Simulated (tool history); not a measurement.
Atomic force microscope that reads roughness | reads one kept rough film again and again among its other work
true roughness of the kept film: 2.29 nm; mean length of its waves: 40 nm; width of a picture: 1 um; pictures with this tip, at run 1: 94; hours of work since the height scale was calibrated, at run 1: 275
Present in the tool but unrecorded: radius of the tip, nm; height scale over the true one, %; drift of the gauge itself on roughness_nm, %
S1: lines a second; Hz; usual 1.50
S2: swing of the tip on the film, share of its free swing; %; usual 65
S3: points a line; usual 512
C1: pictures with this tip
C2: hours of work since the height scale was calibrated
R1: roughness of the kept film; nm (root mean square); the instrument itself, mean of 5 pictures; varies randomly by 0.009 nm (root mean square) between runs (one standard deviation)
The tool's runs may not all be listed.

run	hour	S1	S2	S3	C1	C2	R1
1	0.0	1.50	65	512	94	275	1.789
2	6.8	1.50	65	981	101	278	1.780
3	18.0	1.50	57	512	113	283	1.789
# hour 28.5: new tip fitted
4	33.0	1.50	57	512	5	290	2.078
5	44.7	1.50	57	512	17	295	2.017
6	52.7	1.50	85	512	25	299	1.710
7	68.6	1.50	85	512	41	306	1.673
8	82.3	1.28	85	512	55	312	1.700
9	94.5	1.28	85	512	67	317	1.653
10	107.6	1.28	85	674	81	323	1.630
11	123.4	1.50	65	512	97	330	1.761
# hour 125.6: height scale calibrated on a step standard
12	140.4	1.50	65	512	113	7	1.734
# hour 150.9: new tip fitted
13	155.0	1.50	65	512	4	13	2.017
14	166.3	1.99	70	539	16	18	1.870
# hour 168.8: height scale calibrated on a step standard, once more
15	180.1	1.99	70	539	29	5	1.841
16	194.5	1.50	57	512	44	11	1.940
17	201.1	1.50	60	512	50	14	1.917
18	212.4	1.16	69	512	62	19	1.838
19	222.5	3.71	69	865	72	24	1.576
20	235.5	3.71	68	910	85	30	1.573
21	246.1	3.26	85	910	96	35	1.298
22	256.9	1.42	65	512	107	39	1.744
23	271.9	1.50	60	512	122	46	1.743
# hour 273.5: new tip fitted
24	283.1	1.23	79	970	9	51	1.874
25	290.3	2.70	88	349	17	54	1.446
26	298.3	2.70	88	349	25	58	1.439

Alternative continuations, all from the tool just after run 26; predict every row:
A	304.8	0.61	71	349	32	61	?
B	304.8	1.48	88	349	32	61	?
C	304.8	3.10	80	308	32	61	?

run	R1
A	1.971
B	1.653
C	1.528
With no hidden state in the tool, these same runs would have given:
run	R1
A	2.062
B	1.729
C	1.599
